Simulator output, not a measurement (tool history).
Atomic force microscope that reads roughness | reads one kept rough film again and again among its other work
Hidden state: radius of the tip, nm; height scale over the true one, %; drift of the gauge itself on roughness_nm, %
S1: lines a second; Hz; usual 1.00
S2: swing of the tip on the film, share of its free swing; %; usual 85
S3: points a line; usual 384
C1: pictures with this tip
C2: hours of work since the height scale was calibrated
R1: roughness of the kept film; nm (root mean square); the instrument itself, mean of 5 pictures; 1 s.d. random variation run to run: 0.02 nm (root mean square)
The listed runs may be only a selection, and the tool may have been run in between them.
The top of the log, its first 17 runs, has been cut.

-- hour=378.4 new tip fitted
run 18 hour=393.4 | S1=2.22 S2=85 S3=345 | C1=15 C2=516 | R1=4.633
run 19 hour=422.4 | S1=2.22 S2=85 S3=345 | C1=44 C2=532 | R1=4.552
run 20 hour=439.2 | S1=2.22 S2=85 S3=345 | C1=61 C2=541 | R1=4.505
run 21 hour=461.9 | S1=1.00 S2=84 S3=367 | C1=83 C2=554 | R1=4.714
run 22 hour=482.4 | S1=1.00 S2=84 S3=367 | C1=104 C2=565 | R1=4.652
run 23 hour=500.9 | S1=0.63 S2=85 S3=451 | C1=123 C2=575 | R1=4.693
run 24 hour=521.4 | S1=1.00 S2=75 S3=384 | C1=143 C2=586 | R1=4.651
run 25 hour=546.9 | S1=1.42 S2=73 S3=384 | C1=169 C2=599 | R1=4.543
run 26 hour=573.7 | S1=0.98 S2=56 S3=285 | C1=196 C2=614 | R1=4.612
run 27 hour=595.3 | S1=0.98 S2=56 S3=285 | C1=217 C2=626 | R1=4.546
-- hour=614.4 new tip fitted
run 28 hour=614.8 | S1=0.98 S2=56 S3=285 | C1=0 C2=636 | R1=5.158
run 29 hour=636.8 | S1=1.83 S2=56 S3=744 | C1=22 C2=648 | R1=5.087
run 30 hour=660.8 | S1=0.96 S2=89 S3=733 | C1=46 C2=661 | R1=4.815
run 31 hour=683.1 | S1=0.90 S2=64 S3=876 | C1=69 C2=673 | R1=4.913
run 32 hour=715.7 | S1=0.55 S2=58 S3=384 | C1=102 C2=690 | R1=4.828
run 33 hour=748.5 | S1=1.09 S2=85 S3=384 | C1=135 C2=708 | R1=4.545
run 34 hour=773.7 | S1=1.00 S2=85 S3=692 | C1=160 C2=722 | R1=4.523
run 35 hour=788.5 | S1=0.57 S2=72 S3=663 | C1=175 C2=730 | R1=4.647
run 36 hour=819.0 | S1=0.57 S2=72 S3=663 | C1=205 C2=746 | R1=4.587
run 37 hour=839.0 | S1=0.57 S2=72 S3=663 | C1=225 C2=757 | R1=4.553
-- hour=851.5 new tip fitted
run 38 hour=859.1 | S1=1.00 S2=58 S3=459 | C1=8 C2=768 | R1=5.092

Here are 4 independent what-if runs from the current tool condition. What would each one return?
run A hour=886.5 | S1=1.00 S2=63 S3=384 | C1=36 C2=782 | R1=?
run B hour=886.5 | S1=1.00 S2=80 S3=384 | C1=36 C2=782 | R1=?
run C hour=886.5 | S1=0.70 S2=58 S3=459 | C1=36 C2=782 | R1=?
run D hour=886.5 | S1=1.00 S2=85 S3=671 | C1=36 C2=782 | R1=?

run=A R1=5.028
run=B R1=4.889
run=C R1=5.094
run=D R1=4.841
What these runs would have given with no unlogged condition in the tool:
run=A R1=5.117
run=B R1=4.975
run=C R1=5.184
run=D R1=4.926
